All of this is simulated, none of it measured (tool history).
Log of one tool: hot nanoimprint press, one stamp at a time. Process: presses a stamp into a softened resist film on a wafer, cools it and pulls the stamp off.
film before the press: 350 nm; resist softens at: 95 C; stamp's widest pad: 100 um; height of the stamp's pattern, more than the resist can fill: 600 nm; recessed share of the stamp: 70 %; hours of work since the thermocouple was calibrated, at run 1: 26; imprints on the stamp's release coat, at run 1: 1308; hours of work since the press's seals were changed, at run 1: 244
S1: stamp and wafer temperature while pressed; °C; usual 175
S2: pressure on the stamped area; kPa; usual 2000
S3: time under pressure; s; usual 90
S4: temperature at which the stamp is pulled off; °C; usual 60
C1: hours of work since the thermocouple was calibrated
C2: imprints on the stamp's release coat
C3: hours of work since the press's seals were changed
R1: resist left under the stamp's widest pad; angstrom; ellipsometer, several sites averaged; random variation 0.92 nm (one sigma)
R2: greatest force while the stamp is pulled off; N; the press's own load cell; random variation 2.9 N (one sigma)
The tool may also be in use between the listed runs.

run	hour	S1	S2	S3	S4	C1	C2	C3	R1	R2
1	0	175	2000	90	60	26	1308	244	1317	191
2	24.5	175	2000	90	60	44	1406	262	1329	188
3	43.7	175	2000	90	60	58	1483	277	1328	200
4	80.7	175	2000	90	60	86	1631	304	1329	205
5	109.6	175	2000	90	60	107	1746	326	1314	209
6	129.7	175	2000	99	60	122	1826	341	1282	211
7	151.3	175	2000	99	60	138	1912	357	1260	211
# hour 180.4: stamp cleaned and given a new release coat
8	197.6	175	2000	99	60	168	69	387	1285	137
9	216.3	175	2000	85	60	182	144	401	1355	137
10	236.9	175	2000	90	60	197	226	416	1321	147
11	279.5	175	2000	52	60	229	396	448	1626	147
12	308.3	171	1640	154	49	251	511	469	1335	181
13	348.9	167	2000	90	60	281	673	499	1664	167
14	371.5	166	1500	73	66	298	763	516	2088	153
15	411.2	174	2000	123	60	327	921	546	1233	166
16	432.9	174	2000	60	63	343	1008	562	1607	168
17	467.4	175	2000	90	61	369	1146	587	1352	177
18	487.6	175	2000	90	61	384	1226	602	1341	182
19	516.8	175	1370	90	52	406	1343	624	1610	209

Forecast each of these 4 alternatives for the next run:
A	540.8	175	3030	56	52	424	1438	642	?	?
B	540.8	187	1370	53	52	424	1438	642	?	?
C	540.8	183	1370	90	52	424	1438	642	?	?
D	540.8	175	1270	83	47	424	1438	642	?	?

run	R1	R2
A	1336	218
B	1502	223
C	1349	207
D	1719	220
Without the tool's hidden state the same runs would have given:
run	R1	R2
A	1285	151
B	1462	154
C	1310	143
D	1669	152

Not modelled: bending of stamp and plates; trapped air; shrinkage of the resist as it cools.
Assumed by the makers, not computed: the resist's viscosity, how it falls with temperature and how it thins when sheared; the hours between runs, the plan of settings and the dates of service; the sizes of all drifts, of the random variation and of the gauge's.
